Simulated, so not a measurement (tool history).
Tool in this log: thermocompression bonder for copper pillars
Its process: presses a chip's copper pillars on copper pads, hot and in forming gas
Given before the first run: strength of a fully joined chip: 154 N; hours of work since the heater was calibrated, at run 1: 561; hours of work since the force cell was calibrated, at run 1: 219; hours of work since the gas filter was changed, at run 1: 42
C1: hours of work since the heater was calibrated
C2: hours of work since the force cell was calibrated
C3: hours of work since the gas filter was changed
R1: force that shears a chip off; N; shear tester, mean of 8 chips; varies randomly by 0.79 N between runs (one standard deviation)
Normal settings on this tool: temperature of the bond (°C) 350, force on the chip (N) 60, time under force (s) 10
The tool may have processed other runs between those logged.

run 1 hour=0 | temperature_of_the_bond_(°C)=350 force_on_the_chip_(N)=60 time_under_force_(s)=10 | C1=561 C2=219 C3=42 | R1=93.9
run 2 hour=15 | temperature_of_the_bond_(°C)=350 force_on_the_chip_(N)=60 time_under_force_(s)=10 | C1=571 C2=228 C3=51 | R1=94
run 3 hour=30.4 | temperature_of_the_bond_(°C)=350 force_on_the_chip_(N)=60 time_under_force_(s)=10 | C1=581 C2=238 C3=61 | R1=91.9
run 4 hour=45.8 | temperature_of_the_bond_(°C)=350 force_on_the_chip_(N)=60 time_under_force_(s)=10 | C1=590 C2=247 C3=71 | R1=93.5
run 5 hour=54.2 | temperature_of_the_bond_(°C)=350 force_on_the_chip_(N)=64 time_under_force_(s)=10 | C1=596 C2=253 C3=76 | R1=97.6
run 6 hour=64.1 | temperature_of_the_bond_(°C)=330 force_on_the_chip_(N)=64 time_under_force_(s)=10 | C1=602 C2=259 C3=82 | R1=82
run 7 hour=76.4 | temperature_of_the_bond_(°C)=370 force_on_the_chip_(N)=60 time_under_force_(s)=10 | C1=610 C2=267 C3=90 | R1=106.7
run 8 hour=90.1 | temperature_of_the_bond_(°C)=370 force_on_the_chip_(N)=60 time_under_force_(s)=10 | C1=618 C2=275 C3=99 | R1=106.5
run 9 hour=99.4 | temperature_of_the_bond_(°C)=370 force_on_the_chip_(N)=60 time_under_force_(s)=10 | C1=624 C2=281 C3=105 | R1=106.9
run 10 hour=109.8 | temperature_of_the_bond_(°C)=370 force_on_the_chip_(N)=60 time_under_force_(s)=10 | C1=631 C2=288 C3=111 | R1=106.4
run 11 hour=119.9 | temperature_of_the_bond_(°C)=350 force_on_the_chip_(N)=60 time_under_force_(s)=10 | C1=637 C2=294 C3=117 | R1=93.9
run 12 hour=127.2 | temperature_of_the_bond_(°C)=350 force_on_the_chip_(N)=60 time_under_force_(s)=10 | C1=642 C2=299 C3=122 | R1=92.4
run 13 hour=140.2 | temperature_of_the_bond_(°C)=346 force_on_the_chip_(N)=60 time_under_force_(s)=10 | C1=650 C2=307 C3=130 | R1=89.4
run 14 hour=156.2 | temperature_of_the_bond_(°C)=346 force_on_the_chip_(N)=68 time_under_force_(s)=10 | C1=660 C2=317 C3=140 | R1=96.6
run 15 hour=163.2 | temperature_of_the_bond_(°C)=350 force_on_the_chip_(N)=46 time_under_force_(s)=10 | C1=664 C2=322 C3=145 | R1=71.5
run 16 hour=171.4 | temperature_of_the_bond_(°C)=350 force_on_the_chip_(N)=46 time_under_force_(s)=10 | C1=670 C2=327 C3=150 | R1=71.7
run 17 hour=179 | temperature_of_the_bond_(°C)=350 force_on_the_chip_(N)=46 time_under_force_(s)=10 | C1=674 C2=332 C3=155 | R1=72
run 18 hour=187.4 | temperature_of_the_bond_(°C)=350 force_on_the_chip_(N)=46 time_under_force_(s)=10 | C1=680 C2=337 C3=160 | R1=72.2
run 19 hour=194.6 | temperature_of_the_bond_(°C)=350 force_on_the_chip_(N)=46 time_under_force_(s)=10 | C1=684 C2=341 C3=165 | R1=70.4
run 20 hour=210.5 | temperature_of_the_bond_(°C)=350 force_on_the_chip_(N)=46 time_under_force_(s)=10 | C1=694 C2=351 C3=175 | R1=70.7
run 21 hour=221.9 | temperature_of_the_bond_(°C)=350 force_on_the_chip_(N)=46 time_under_force_(s)=10 | C1=702 C2=359 C3=182 | R1=72.2
run 22 hour=236.9 | temperature_of_the_bond_(°C)=343 force_on_the_chip_(N)=57 time_under_force_(s)=9 | C1=711 C2=368 C3=191 | R1=78.5
run 23 hour=247.1 | temperature_of_the_bond_(°C)=329 force_on_the_chip_(N)=37 time_under_force_(s)=10 | C1=717 C2=375 C3=198 | R1=45.3
run 24 hour=254.4 | temperature_of_the_bond_(°C)=380 force_on_the_chip_(N)=60 time_under_force_(s)=10 | C1=722 C2=379 C3=202 | R1=110.6
run 25 hour=265.2 | temperature_of_the_bond_(°C)=346 force_on_the_chip_(N)=52 time_under_force_(s)=9 | C1=729 C2=386 C3=209 | R1=76
run 26 hour=274.5 | temperature_of_the_bond_(°C)=371 force_on_the_chip_(N)=84 time_under_force_(s)=29 | C1=735 C2=392 C3=215 | R1=142.6
run 27 hour=290.5 | temperature_of_the_bond_(°C)=330 force_on_the_chip_(N)=84 time_under_force_(s)=7 | C1=745 C2=402 C3=225 | R1=93.5
run 28 hour=304.1 | temperature_of_the_bond_(°C)=337 force_on_the_chip_(N)=82 time_under_force_(s)=6 | C1=753 C2=411 C3=234 | R1=91.3
run 29 hour=313.6 | temperature_of_the_bond_(°C)=337 force_on_the_chip_(N)=82 time_under_force_(s)=6 | C1=759 C2=417 C3=240 | R1=91.4
run 30 hour=323.8 | temperature_of_the_bond_(°C)=337 force_on_the_chip_(N)=82 time_under_force_(s)=6 | C1=766 C2=423 C3=246 | R1=91.6
run 31 hour=336.8 | temperature_of_the_bond_(°C)=370 force_on_the_chip_(N)=37 time_under_force_(s)=25 | C1=774 C2=431 C3=254 | R1=92.4
run 32 hour=350.3 | temperature_of_the_bond_(°C)=350 force_on_the_chip_(N)=74 time_under_force_(s)=12 | C1=783 C2=440 C3=263 | R1=111
run 33 hour=360.4 | temperature_of_the_bond_(°C)=350 force_on_the_chip_(N)=74 time_under_force_(s)=12 | C1=789 C2=446 C3=269 | R1=111
run 34 hour=376.5 | temperature_of_the_bond_(°C)=350 force_on_the_chip_(N)=74 time_under_force_(s)=12 | C1=799 C2=456 C3=280 | R1=112.2
run 35 hour=391 | temperature_of_the_bond_(°C)=335 force_on_the_chip_(N)=69 time_under_force_(s)=12 | C1=808 C2=465 C3=289 | R1=94.2
run 36 hour=400.1 | temperature_of_the_bond_(°C)=362 force_on_the_chip_(N)=57 time_under_force_(s)=10 | C1=814 C2=471 C3=294 | R1=94.7
run 37 hour=407.9 | temperature_of_the_bond_(°C)=362 force_on_the_chip_(N)=44 time_under_force_(s)=20 | C1=819 C2=476 C3=299 | R1=93.6
run 38 hour=424.3 | temperature_of_the_bond_(°C)=355 force_on_the_chip_(N)=75 time_under_force_(s)=12 | C1=829 C2=486 C3=310 | R1=113
run 39 hour=435.9 | temperature_of_the_bond_(°C)=368 force_on_the_chip_(N)=41 time_under_force_(s)=7 | C1=837 C2=494 C3=317 | R1=64.1
run 40 hour=451.6 | temperature_of_the_bond_(°C)=354 force_on_the_chip_(N)=70 time_under_force_(s)=10 | C1=847 C2=504 C3=327 | R1=103.4

What if the next run were any one of these 3? Each begins from the tool's condition after run 40:
run A hour=463.1 | temperature_of_the_bond_(°C)=365 force_on_the_chip_(N)=49 time_under_force_(s)=20 | C1=854 C2=511 C3=334 | R1=?
run B hour=463.1 | temperature_of_the_bond_(°C)=343 force_on_the_chip_(N)=70 time_under_force_(s)=8 | C1=854 C2=511 C3=334 | R1=?
run C hour=463.1 | temperature_of_the_bond_(°C)=354 force_on_the_chip_(N)=70 time_under_force_(s)=6 | C1=854 C2=511 C3=334 | R1=?

run=A R1=102.4
run=B R1=90.3
run=C R1=89.4
Stripped of hidden state, with their random variation kept, the same runs would have yielded:
run=A R1=108.5
run=B R1=95.9
run=C R1=94.9
